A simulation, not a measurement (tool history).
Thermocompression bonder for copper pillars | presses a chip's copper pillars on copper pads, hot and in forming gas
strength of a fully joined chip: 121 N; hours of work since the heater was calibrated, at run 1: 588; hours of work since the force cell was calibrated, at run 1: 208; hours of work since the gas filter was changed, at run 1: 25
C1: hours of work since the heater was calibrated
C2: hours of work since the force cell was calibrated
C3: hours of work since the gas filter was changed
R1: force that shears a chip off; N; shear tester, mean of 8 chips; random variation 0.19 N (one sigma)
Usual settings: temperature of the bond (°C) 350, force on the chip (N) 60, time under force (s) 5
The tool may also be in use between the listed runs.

run 1 hour=0.0 | temperature_of_the_bond_(°C)=350 force_on_the_chip_(N)=60 time_under_force_(s)=5 | C1=588 C2=208 C3=25 | R1=66.8
run 2 hour=81.6 | temperature_of_the_bond_(°C)=350 force_on_the_chip_(N)=60 time_under_force_(s)=5 | C1=641 C2=261 C3=78 | R1=66.1
run 3 hour=155.1 | temperature_of_the_bond_(°C)=350 force_on_the_chip_(N)=60 time_under_force_(s)=5 | C1=689 C2=309 C3=126 | R1=65.7
run 4 hour=226.2 | temperature_of_the_bond_(°C)=350 force_on_the_chip_(N)=40 time_under_force_(s)=5 | C1=735 C2=355 C3=172 | R1=53.4
run 5 hour=287.6 | temperature_of_the_bond_(°C)=350 force_on_the_chip_(N)=40 time_under_force_(s)=5 | C1=775 C2=395 C3=212 | R1=53.0
-- hour=297.9 forming gas filter changed
run 6 hour=358.6 | temperature_of_the_bond_(°C)=350 force_on_the_chip_(N)=40 time_under_force_(s)=5 | C1=821 C2=441 C3=39 | R1=55.2
run 7 hour=396.5 | temperature_of_the_bond_(°C)=350 force_on_the_chip_(N)=40 time_under_force_(s)=5 | C1=845 C2=465 C3=64 | R1=54.9
run 8 hour=453.7 | temperature_of_the_bond_(°C)=331 force_on_the_chip_(N)=70 time_under_force_(s)=10 | C1=882 C2=503 C3=101 | R1=76.8
run 9 hour=509.3 | temperature_of_the_bond_(°C)=333 force_on_the_chip_(N)=55 time_under_force_(s)=6 | C1=918 C2=539 C3=137 | R1=59.3
run 10 hour=560.9 | temperature_of_the_bond_(°C)=371 force_on_the_chip_(N)=38 time_under_force_(s)=6 | C1=952 C2=572 C3=171 | R1=65.9

Forecast each of these 4 alternatives for the next run:
run A hour=624.0 | temperature_of_the_bond_(°C)=320 force_on_the_chip_(N)=38 time_under_force_(s)=5 | C1=993 C2=613 C3=212 | R1=?
run B hour=624.0 | temperature_of_the_bond_(°C)=325 force_on_the_chip_(N)=82 time_under_force_(s)=4 | C1=993 C2=613 C3=212 | R1=?
run C hour=624.0 | temperature_of_the_bond_(°C)=370 force_on_the_chip_(N)=59 time_under_force_(s)=6 | C1=993 C2=613 C3=212 | R1=?
run D hour=624.0 | temperature_of_the_bond_(°C)=370 force_on_the_chip_(N)=57 time_under_force_(s)=5 | C1=993 C2=613 C3=212 | R1=?

run=A R1=39.6
run=B R1=57.9
run=C R1=78.2
run=D R1=73.1
Without the tool's hidden state the same runs would have given:
run=A R1=39.3
run=B R1=57.9
run=C R1=79.3
run=D R1=74.0
